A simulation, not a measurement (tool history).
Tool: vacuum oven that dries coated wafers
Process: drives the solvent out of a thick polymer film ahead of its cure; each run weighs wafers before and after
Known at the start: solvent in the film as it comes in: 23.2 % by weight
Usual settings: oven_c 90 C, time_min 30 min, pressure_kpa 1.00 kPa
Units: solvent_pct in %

run   hour  oven_c  time_min  pressure_kpa  solvent_pct
  1    0.0      90        30          1.00         2.67
  2   19.8      90        30          1.00         2.79
  3   42.3      90        30          1.00         2.74
  4   54.1      90        40          1.00         2.02
  5   65.2      90        40          1.00         2.02
  6   78.5      90        30          1.00         2.75
  7   89.3     100        30          1.00         1.29
  8  105.2     100        30          1.00         1.25
  9  117.6      95        30          1.00         1.89
 10  139.1      95        30          1.00         1.83
 11  149.9      90        15          1.32         6.57
 12  160.4      90        18          3.12         7.75

The next listed run, before its measurement:
 13  182.7      90        35          1.00            ?

Run 13 gave solvent_pct 2.34 %.
Without the tool's hidden state the same run would have given solvent_pct 2.35 %.
